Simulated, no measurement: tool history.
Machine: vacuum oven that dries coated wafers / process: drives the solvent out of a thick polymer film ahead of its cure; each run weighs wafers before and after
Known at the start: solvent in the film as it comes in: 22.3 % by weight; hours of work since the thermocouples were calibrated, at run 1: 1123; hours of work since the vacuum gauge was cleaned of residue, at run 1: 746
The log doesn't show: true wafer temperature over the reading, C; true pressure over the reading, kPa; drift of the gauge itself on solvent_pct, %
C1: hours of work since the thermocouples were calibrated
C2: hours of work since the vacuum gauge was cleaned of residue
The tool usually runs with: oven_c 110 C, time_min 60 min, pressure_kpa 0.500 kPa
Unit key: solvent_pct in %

run 1 day=0.000 | oven_c=110 time_min=60 pressure_kpa=0.500 | C1=1123 C2=746 | solvent_pct=1.96
-- day=0.467 oven's thermocouples calibrated
run 2 day=3.742 | oven_c=110 time_min=60 pressure_kpa=0.669 | C1=46 C2=798 | solvent_pct=2.32
run 3 day=6.979 | oven_c=110 time_min=60 pressure_kpa=0.669 | C1=92 C2=844 | solvent_pct=2.27
run 4 day=10.975 | oven_c=110 time_min=60 pressure_kpa=0.500 | C1=149 C2=900 | solvent_pct=2.16
run 5 day=13.875 | oven_c=110 time_min=60 pressure_kpa=0.500 | C1=190 C2=941 | solvent_pct=2.13
run 6 day=15.908 | oven_c=110 time_min=60 pressure_kpa=0.300 | C1=219 C2=970 | solvent_pct=2.00
run 7 day=18.504 | oven_c=110 time_min=49 pressure_kpa=0.500 | C1=255 C2=1007 | solvent_pct=3.02
run 8 day=22.288 | oven_c=110 time_min=49 pressure_kpa=0.500 | C1=309 C2=1060 | solvent_pct=2.98
run 9 day=24.758 | oven_c=110 time_min=49 pressure_kpa=0.500 | C1=344 C2=1095 | solvent_pct=2.98
run 10 day=28.062 | oven_c=110 time_min=49 pressure_kpa=0.500 | C1=391 C2=1142 | solvent_pct=2.98
run 11 day=30.233 | oven_c=110 time_min=49 pressure_kpa=0.500 | C1=421 C2=1173 | solvent_pct=2.95
run 12 day=34.058 | oven_c=97 time_min=60 pressure_kpa=0.500 | C1=475 C2=1227 | solvent_pct=4.70
run 13 day=37.121 | oven_c=110 time_min=60 pressure_kpa=0.500 | C1=519 C2=1270 | solvent_pct=2.09
run 14 day=39.746 | oven_c=110 time_min=61 pressure_kpa=0.500 | C1=556 C2=1307 | solvent_pct=2.01
run 15 day=43.029 | oven_c=110 time_min=60 pressure_kpa=0.500 | C1=602 C2=1354 | solvent_pct=2.06
run 16 day=44.675 | oven_c=110 time_min=60 pressure_kpa=0.389 | C1=626 C2=1377 | solvent_pct=2.00
run 17 day=48.008 | oven_c=110 time_min=60 pressure_kpa=0.389 | C1=673 C2=1424 | solvent_pct=2.00
run 18 day=50.929 | oven_c=110 time_min=60 pressure_kpa=0.500 | C1=714 C2=1466 | solvent_pct=2.04
-- day=51.483 vacuum gauge cleaned of residue and calibrated
run 19 day=52.662 | oven_c=110 time_min=60 pressure_kpa=0.500 | C1=738 C2=17 | solvent_pct=1.92
run 20 day=55.088 | oven_c=110 time_min=53 pressure_kpa=0.500 | C1=772 C2=51 | solvent_pct=2.41
run 21 day=57.092 | oven_c=110 time_min=53 pressure_kpa=0.500 | C1=801 C2=79 | solvent_pct=2.42
run 22 day=59.450 | oven_c=106 time_min=34 pressure_kpa=0.341 | C1=834 C2=113 | solvent_pct=5.61
run 23 day=61.308 | oven_c=111 time_min=89 pressure_kpa=0.500 | C1=860 C2=139 | solvent_pct=0.79
run 24 day=63.842 | oven_c=104 time_min=46 pressure_kpa=0.500 | C1=896 C2=175 | solvent_pct=4.33
run 25 day=66.858 | oven_c=104 time_min=46 pressure_kpa=0.500 | C1=939 C2=218 | solvent_pct=4.29
run 26 day=69.708 | oven_c=112 time_min=60 pressure_kpa=0.500 | C1=979 C2=258 | solvent_pct=1.63
run 27 day=71.612 | oven_c=120 time_min=60 pressure_kpa=0.511 | C1=1006 C2=285 | solvent_pct=0.85
run 28 day=74.592 | oven_c=123 time_min=103 pressure_kpa=1.444 | C1=1048 C2=327 | solvent_pct=0.80
run 29 day=78.125 | oven_c=105 time_min=36 pressure_kpa=1.334 | C1=1098 C2=377 | solvent_pct=6.13
run 30 day=79.933 | oven_c=110 time_min=98 pressure_kpa=0.500 | C1=1124 C2=403 | solvent_pct=0.74
-- day=80.512 oven's thermocouples calibrated
run 31 day=83.892 | oven_c=110 time_min=98 pressure_kpa=0.500 | C1=48 C2=457 | solvent_pct=0.85
run 32 day=86.425 | oven_c=99 time_min=31 pressure_kpa=0.414 | C1=84 C2=493 | solvent_pct=8.38
run 33 day=89.621 | oven_c=110 time_min=43 pressure_kpa=0.358 | C1=129 C2=539 | solvent_pct=3.58
run 34 day=92.788 | oven_c=110 time_min=45 pressure_kpa=1.625 | C1=174 C2=583 | solvent_pct=4.24
run 35 day=95.838 | oven_c=110 time_min=45 pressure_kpa=1.625 | C1=217 C2=627 | solvent_pct=4.23
run 36 day=99.704 | oven_c=111 time_min=102 pressure_kpa=0.647 | C1=272 C2=681 | solvent_pct=0.87
run 37 day=103.375 | oven_c=101 time_min=98 pressure_kpa=1.611 | C1=324 C2=733 | solvent_pct=2.90
run 38 day=107.075 | oven_c=110 time_min=56 pressure_kpa=0.500 | C1=376 C2=786 | solvent_pct=2.39
run 39 day=110.625 | oven_c=124 time_min=42 pressure_kpa=0.500 | C1=426 C2=836 | solvent_pct=1.48
run 40 day=113.321 | oven_c=101 time_min=42 pressure_kpa=0.549 | C1=464 C2=874 | solvent_pct=5.90
run 41 day=116.558 | oven_c=110 time_min=33 pressure_kpa=0.500 | C1=510 C2=920 | solvent_pct=5.16

Entry by entry between the runs, the difference in hidden state between the last listed run before and the first listed run after:
Runs 1 to 2: oven's thermocouples calibrated (day 0.467)
  true wafer temperature over the reading, C: 1.58 -> 0.3; true pressure over the reading, kPa: 0.095 -> 0.101
  the result without the hidden state subtracted from the measured one, solvent_pct: -0.17 -> +0.03 %
Runs 18 to 19: vacuum gauge cleaned of residue and calibrated (day 51.483)
  true wafer temperature over the reading, C: 1.43 -> 1.47; true pressure over the reading, kPa: 0.193 -> 0.015
  the result without the hidden state subtracted from the measured one, solvent_pct: -0.07 -> -0.21 %
Runs 30 to 31: oven's thermocouples calibrated (day 80.512)
  true wafer temperature over the reading, C: 2.11 -> 0.24; true pressure over the reading, kPa: 0.067 -> 0.074
  the result without the hidden state subtracted from the measured one, solvent_pct: -0.07 -> +0.05 %
